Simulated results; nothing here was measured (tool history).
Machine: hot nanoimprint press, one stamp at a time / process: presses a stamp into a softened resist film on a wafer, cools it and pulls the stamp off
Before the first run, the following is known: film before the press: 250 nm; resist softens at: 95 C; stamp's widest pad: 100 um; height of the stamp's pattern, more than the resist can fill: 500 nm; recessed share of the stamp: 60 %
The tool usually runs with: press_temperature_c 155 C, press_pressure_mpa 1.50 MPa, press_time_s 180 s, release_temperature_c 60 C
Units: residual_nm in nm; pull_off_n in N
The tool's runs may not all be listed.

| run | hour | press_temperature_c | press_pressure_mpa | press_time_s | release_temperature_c | residual_nm | pull_off_n |
|---|---|---|---|---|---|---|---|
| 1 | 0.0 | 155 | 1.50 | 180 | 60 | 129.1 | 176 |
| 2 | 10.0 | 155 | 1.50 | 180 | 60 | 128.9 | 177 |
| 3 | 20.5 | 155 | 1.50 | 180 | 60 | 128.5 | 181 |
| 4 | 36.0 | 154 | 1.50 | 180 | 60 | 137.6 | 185 |
| 5 | 43.2 | 154 | 1.50 | 180 | 60 | 136.4 | 178 |
| 6 | 49.5 | 154 | 1.50 | 180 | 60 | 135.5 | 181 |
| 7 | 57.5 | 154 | 1.50 | 180 | 60 | 136.4 | 176 |
| 8 | 69.6 | 154 | 1.50 | 180 | 60 | 137.0 | 180 |
| 9 | 79.7 | 155 | 1.50 | 180 | 60 | 128.7 | 177 |
| 10 | 93.3 | 155 | 1.50 | 180 | 60 | 128.2 | 181 |
| 11 | 101.2 | 158 | 1.36 | 180 | 60 | 111.7 | 188 |
| 12 | 111.8 | 159 | 0.90 | 105 | 60 | 149.1 | 182 |
| 13 | 119.7 | 159 | 0.90 | 105 | 60 | 149.5 | 186 |
|  | 133.7 | stamp cleaned and given a new release coat |
| 14 | 138.5 | 162 | 0.90 | 105 | 60 | 127.4 | 172 |
| 15 | 152.9 | 164 | 1.09 | 245 | 50 | 73.5 | 222 |
| 16 | 167.0 | 165 | 1.19 | 107 | 50 | 94.1 | 218 |
| 17 | 176.0 | 165 | 1.19 | 107 | 50 | 94.9 | 228 |
| 18 | 190.1 | 165 | 1.19 | 107 | 50 | 94.9 | 239 |
| 19 | 197.2 | 165 | 1.19 | 107 | 50 | 94.9 | 223 |
| 20 | 210.3 | 165 | 1.19 | 107 | 50 | 94.7 | 227 |

Here are 3 independent what-if runs from the current tool condition. What would each one return?
| A | 218.5 | 155 | 1.50 | 180 | 67 | ? | ? |
| B | 218.5 | 155 | 1.69 | 180 | 48 | ? | ? |
| C | 218.5 | 165 | 1.19 | 108 | 50 | ? | ? |

| run | residual_nm | pull_off_n |
|---|---|---|
| A | 129.1 | 142 |
| B | 124.5 | 239 |
| C | 93.6 | 222 |
With no hidden state in the tool, these same runs would have given:
| run | residual_nm | pull_off_n |
|---|---|---|
| A | 129.2 | 142 |
| B | 124.6 | 238 |
| C | 93.7 | 221 |

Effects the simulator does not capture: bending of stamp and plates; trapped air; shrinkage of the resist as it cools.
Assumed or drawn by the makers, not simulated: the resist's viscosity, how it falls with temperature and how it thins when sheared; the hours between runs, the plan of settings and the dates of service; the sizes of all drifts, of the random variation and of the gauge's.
